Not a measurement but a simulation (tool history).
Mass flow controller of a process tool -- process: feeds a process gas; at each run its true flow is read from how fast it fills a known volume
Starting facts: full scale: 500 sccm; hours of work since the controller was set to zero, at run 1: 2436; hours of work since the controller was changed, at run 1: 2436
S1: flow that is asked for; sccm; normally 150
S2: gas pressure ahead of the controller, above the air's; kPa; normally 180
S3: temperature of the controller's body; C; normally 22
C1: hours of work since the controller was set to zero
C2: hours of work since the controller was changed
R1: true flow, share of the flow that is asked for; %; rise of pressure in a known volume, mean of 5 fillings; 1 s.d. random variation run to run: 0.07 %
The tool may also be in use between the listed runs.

run      day   S1   S2  S3    C1    C2      R1
  1    0.000  150  180  22  2436  2436   98.28
  2    9.762  150  180  22  2615  2615   98.14
  3   16.904  150  178  22  2746  2746   98.26
  4   23.975  150  178  22  2875  2875   98.38
  5   33.671  150  178  22  3053  3053   98.26
  6   42.871  266  180  22  3222  3222   99.39
  7   51.696  266  180  22  3384  3384   99.34
  8   62.129  150  180  22  3575  3575   98.24
  9   71.958  150  180  22  3756  3756   98.22
 10   86.271  150  265  22  4018  4018   98.84
 11   98.742  150  180  31  4247  4247   97.29
 12  107.954  150  180  31  4416  4416   97.43
 13  123.662  150  180  22  4704  4704   98.28
 14  133.658  150  189  22  4887  4887   98.44
 15  148.579   82  180  22  5161  5161   96.47
 16  157.542   82  180  22  5325  5325   96.36
     166.292  -- controller's zero set anew
 17  166.292  150  180  22     0  5486  100.18
 18  179.029  150  180  22   234  5719  100.26
 19  191.275  150  156  22   458  5944  100.08
 20  203.629  362  180  22   685  6170  101.40
 21  213.438   87  180  22   865  6350   99.61
 22  228.467  150  180  22  1141  6626  100.25
     233.992  -- controller exchanged for a calibrated one
 23  235.908  150  180  22    35    35   98.14
 24  251.050  130  176  22   313   313   98.03
 25  262.000  297  144  33   514   514   97.61
 26  271.929  297  144  33   696   696   97.75
 27  282.529   85  180  22   890   890   97.51
 28  297.317   63  176  22  1162  1162   97.34
 29  308.854  316  180  34  1373  1373   98.16
 30  318.521  187  180  22  1551  1551   98.62
 31  327.742  302  151  35  1720  1720   97.78
 32  342.138  150  200  29  1984  1984   97.72
 33  357.025  386  180  26  2257  2257   99.32
 34  370.879  150  211  27  2511  2511   97.90
 35  378.733  150  211  27  2655  2655   98.00
 36  392.971  256  224  25  2916  2916   99.16
 37  405.821  192  241  30  3152  3152   98.39
 38  421.925  321  259  21  3447  3447  100.19
 39  431.121  321  259  21  3616  3616  100.37
 40  443.125  321  193  31  3836  3836   98.90
 41  456.121  186  193  26  4075  4075   98.28
 42  464.629  186  193  26  4231  4231   98.30
 43  478.617  186  193  35  4487  4487   97.63
 44  487.742  348  218  30  4655  4655   99.61
 45  494.746  348  218  30  4783  4783   99.70
 46  510.158  150  274  22  5066  5066   98.96

Forecast each of these 5 alternatives for the next run:
  A  522.888  150  274  32  5299  5299   ?
  B  522.888  203  267  34  5299  5299   ?
  C  522.888  117  274  22  5299  5299   ?
  D  522.888  131  274  37  5299  5299   ?
  E  522.888  150  257  22  5299  5299   ?

run     R1
  A  98.15
  B  98.38
  C  98.27
  D  97.24
  E  98.73
Stripped of hidden state, with their random variation kept, the same runs would have yielded:
run     R1
  A  98.29
  B  98.09
  C  98.88
  D  97.62
  E  98.88

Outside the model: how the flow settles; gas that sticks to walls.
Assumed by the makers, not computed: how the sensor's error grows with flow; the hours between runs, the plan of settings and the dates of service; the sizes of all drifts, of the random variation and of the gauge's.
